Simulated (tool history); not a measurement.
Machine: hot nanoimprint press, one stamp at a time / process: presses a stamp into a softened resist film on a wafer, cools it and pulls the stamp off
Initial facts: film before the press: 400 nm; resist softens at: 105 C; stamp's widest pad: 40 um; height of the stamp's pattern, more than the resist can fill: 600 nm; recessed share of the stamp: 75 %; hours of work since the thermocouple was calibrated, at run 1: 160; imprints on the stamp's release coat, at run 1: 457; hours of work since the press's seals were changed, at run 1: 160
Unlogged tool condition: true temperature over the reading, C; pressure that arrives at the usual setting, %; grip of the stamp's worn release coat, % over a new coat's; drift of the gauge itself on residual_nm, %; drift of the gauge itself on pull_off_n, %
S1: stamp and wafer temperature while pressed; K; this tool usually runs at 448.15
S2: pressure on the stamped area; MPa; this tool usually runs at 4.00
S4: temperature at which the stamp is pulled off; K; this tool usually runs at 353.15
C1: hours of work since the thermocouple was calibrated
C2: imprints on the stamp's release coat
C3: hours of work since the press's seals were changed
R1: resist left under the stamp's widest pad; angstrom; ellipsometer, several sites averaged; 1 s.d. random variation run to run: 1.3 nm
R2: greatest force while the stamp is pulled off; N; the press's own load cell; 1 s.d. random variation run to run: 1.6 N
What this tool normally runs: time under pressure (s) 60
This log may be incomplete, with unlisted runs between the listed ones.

{"run": 1, "hour": 0.0, "S1": 448.15, "S2": 4.0, "time under pressure (s)": 60, "S4": 353.15, "C1": 160, "C2": 457, "C3": 160, "R1": 2353, "R2": 119}
{"hour": 41.8, "done": "stamp cleaned and given a new release coat"}
{"run": 2, "hour": 55.7, "S1": 448.15, "S2": 4.0, "time under pressure (s)": 60, "S4": 353.15, "C1": 188, "C2": 44, "C3": 188, "R1": 2337, "R2": 107}
{"run": 3, "hour": 81.4, "S1": 448.15, "S2": 4.0, "time under pressure (s)": 60, "S4": 353.15, "C1": 203, "C2": 125, "C3": 203, "R1": 2353, "R2": 109}
{"run": 4, "hour": 133.3, "S1": 448.15, "S2": 4.0, "time under pressure (s)": 60, "S4": 353.15, "C1": 233, "C2": 290, "C3": 233, "R1": 2386, "R2": 115}
{"run": 5, "hour": 191.4, "S1": 448.15, "S2": 4.0, "time under pressure (s)": 60, "S4": 353.15, "C1": 266, "C2": 474, "C3": 266, "R1": 2364, "R2": 121}
{"hour": 229.4, "done": "stamp cleaned and given a new release coat"}
{"run": 6, "hour": 247.5, "S1": 448.15, "S2": 6.32, "time under pressure (s)": 116, "S4": 353.15, "C1": 295, "C2": 57, "C3": 295, "R1": 1543, "R2": 108}
{"run": 7, "hour": 278.1, "S1": 448.15, "S2": 6.32, "time under pressure (s)": 116, "S4": 353.15, "C1": 312, "C2": 155, "C3": 312, "R1": 1524, "R2": 108}
{"run": 8, "hour": 336.1, "S1": 448.15, "S2": 3.7, "time under pressure (s)": 60, "S4": 344.15, "C1": 346, "C2": 339, "C3": 346, "R1": 2484, "R2": 134}
{"run": 9, "hour": 368.2, "S1": 448.15, "S2": 3.7, "time under pressure (s)": 60, "S4": 344.15, "C1": 364, "C2": 441, "C3": 364, "R1": 2492, "R2": 141}
{"run": 10, "hour": 398.8, "S1": 457.15, "S2": 2.47, "time under pressure (s)": 35, "S4": 349.15, "C1": 382, "C2": 538, "C3": 382, "R1": 2488, "R2": 133}

Forecast each of these 4 alternatives for the next run:
{"hour": 415.2, "done": "stamp cleaned and given a new release coat"}
{"run": "A", "hour": 429.6, "S1": 448.15, "S2": 3.42, "time under pressure (s)": 60, "S4": 348.15, "C1": 396, "C2": 45, "C3": 396, "R1": "?", "R2": "?"}
{"hour": 415.2, "done": "stamp cleaned and given a new release coat"}
{"run": "B", "hour": 429.6, "S1": 445.15, "S2": 2.47, "time under pressure (s)": 35, "S4": 349.15, "C1": 396, "C2": 45, "C3": 396, "R1": "?", "R2": "?"}
{"hour": 415.2, "done": "stamp cleaned and given a new release coat"}
{"run": "C", "hour": 429.6, "S1": 448.15, "S2": 3.35, "time under pressure (s)": 60, "S4": 353.15, "C1": 396, "C2": 45, "C3": 396, "R1": "?", "R2": "?"}
{"hour": 415.2, "done": "stamp cleaned and given a new release coat"}
{"run": "D", "hour": 429.6, "S1": 448.15, "S2": 4.0, "time under pressure (s)": 109, "S4": 353.15, "C1": 396, "C2": 45, "C3": 396, "R1": "?", "R2": "?"}

run=A R1=2584 R2=119
run=B R1=3455 R2=119
run=C R1=2599 R2=109
run=D R1=2040 R2=108
Without the tool's hidden state the same runs would have given:
run=A R1=2475 R2=115
run=B R1=3383 R2=115
run=C R1=2490 R2=105
run=D R1=1935 R2=104
